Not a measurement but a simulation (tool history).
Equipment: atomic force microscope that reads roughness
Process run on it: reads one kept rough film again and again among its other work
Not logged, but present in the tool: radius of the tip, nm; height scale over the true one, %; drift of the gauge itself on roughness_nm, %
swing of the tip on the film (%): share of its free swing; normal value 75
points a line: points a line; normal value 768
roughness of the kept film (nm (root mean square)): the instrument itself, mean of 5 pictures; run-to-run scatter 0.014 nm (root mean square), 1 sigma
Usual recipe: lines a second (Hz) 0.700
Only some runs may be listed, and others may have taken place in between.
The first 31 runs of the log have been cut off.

run	day	lines a second (Hz)	swing of the tip on the film (%)	points a line	pictures with this tip	hours of work since the height scale was calibrated	roughness of the kept film (nm (root mean square))
32	13.708	2.925	75	379	194	72	2.236
33	14.329	3.464	75	309	215	79	2.114
34	14.708	0.700	66	790	227	83	2.653
35	15.017	1.123	55	263	238	87	2.583
36	15.467	1.123	55	263	253	92	2.518
37	16.017	1.123	55	263	271	98	2.484
# day 16.546: new tip fitted
38	16.575	1.123	55	263	1	104	3.215
39	17.050	0.548	55	484	17	109	3.289
40	17.417	1.183	80	405	29	113	2.927
41	17.725	1.183	66	405	39	117	3.069
42	18.212	0.756	75	666	55	122	3.046

5 options for the next run, each taken on its own from the tool as it stands now. Forecast them:
A	18.858	0.756	75	366	77	129	?
B	18.858	0.700	88	884	77	129	?
C	18.858	0.700	57	957	77	129	?
D	18.858	1.009	63	486	77	129	?
E	18.858	2.461	69	824	77	129	?

run	roughness of the kept film (nm (root mean square))
A	2.943
B	2.833
C	3.096
D	3.010
E	2.782
Had the tool no hidden state, the same runs would have come out as:
run	roughness of the kept film (nm (root mean square))
A	3.222
B	3.102
C	3.390
D	3.295
E	3.046

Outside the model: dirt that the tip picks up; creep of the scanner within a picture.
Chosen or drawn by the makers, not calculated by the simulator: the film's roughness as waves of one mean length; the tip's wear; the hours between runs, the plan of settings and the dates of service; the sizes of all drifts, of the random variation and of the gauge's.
